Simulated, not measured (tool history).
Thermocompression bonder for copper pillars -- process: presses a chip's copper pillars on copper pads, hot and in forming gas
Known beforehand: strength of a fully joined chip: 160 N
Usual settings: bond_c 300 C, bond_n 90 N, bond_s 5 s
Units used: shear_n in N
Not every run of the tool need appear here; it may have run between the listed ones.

| run | hour | bond_c | bond_n | bond_s | shear_n |
|---|---|---|---|---|---|
| 1 | 0 | 300 | 90 | 5 | 86.3 |
| 2 | 27.4 | 300 | 90 | 5 | 86.4 |
| 3 | 70.9 | 300 | 67 | 5 | 63.8 |
| 4 | 104.1 | 300 | 67 | 5 | 63.4 |
| 5 | 134.4 | 300 | 90 | 5 | 83.5 |
| 6 | 177.5 | 302 | 90 | 5 | 83.7 |
| 7 | 219.5 | 302 | 90 | 5 | 84.3 |
| 8 | 247.1 | 302 | 90 | 5 | 89.7 |
| 9 | 289 | 300 | 90 | 3 | 73.9 |
| 10 | 314.3 | 300 | 90 | 5 | 88 |
| 11 | 340.3 | 300 | 104 | 5 | 96.6 |
| 12 | 382.8 | 300 | 104 | 5 | 96.5 |
| 13 | 404 | 300 | 98 | 5 | 92.9 |
| 14 | 441.5 | 300 | 90 | 7 | 95.4 |
| 15 | 473.3 | 298 | 96 | 14 | 117.2 |
| 16 | 499.9 | 298 | 96 | 14 | 114.4 |
| 17 | 521.5 | 287 | 122 | 4 | 92.4 |
| 18 | 561.5 | 300 | 112 | 3 | 84.3 |
| 19 | 593.4 | 300 | 112 | 3 | 85.6 |
| 20 | 628.9 | 271 | 104 | 5 | 81.2 |
| 21 | 675.3 | 300 | 90 | 9 | 104.7 |
| 22 | 700.2 | 305 | 79 | 9 | 97 |
| 23 | 744.1 | 305 | 79 | 9 | 96.5 |
| 24 | 778.1 | 300 | 90 | 6 | 90.3 |
| 25 | 799.7 | 300 | 90 | 6 | 90.7 |

Not shown: 2 entries that the log had between the listed runs. Between which runs, and how does the tool's hidden state differ before and after?
Logged between run 7 and run 8: forming gas filter changed (hour 240.9)
  true temperature of the bond over the reading, C: -4.6 -> -4.7; force that reaches the chip, % of what is set: 102.3 -> 102.4; oxide that the forming gas leaves, % of the face: 7.37 -> 0.75
  measured result minus the result with no hidden state, shear_n: -7.4 -> -1.4 N
Logged between run 19 and run 20: forming gas filter changed (hour 626.2)
  true temperature of the bond over the reading, C: -6 -> -6.2; force that reaches the chip, % of what is set: 103.9 -> 104; oxide that the forming gas leaves, % of the face: 7.27 -> 0.75
  measured result minus the result with no hidden state, shear_n: -7.1 -> -1.4 N
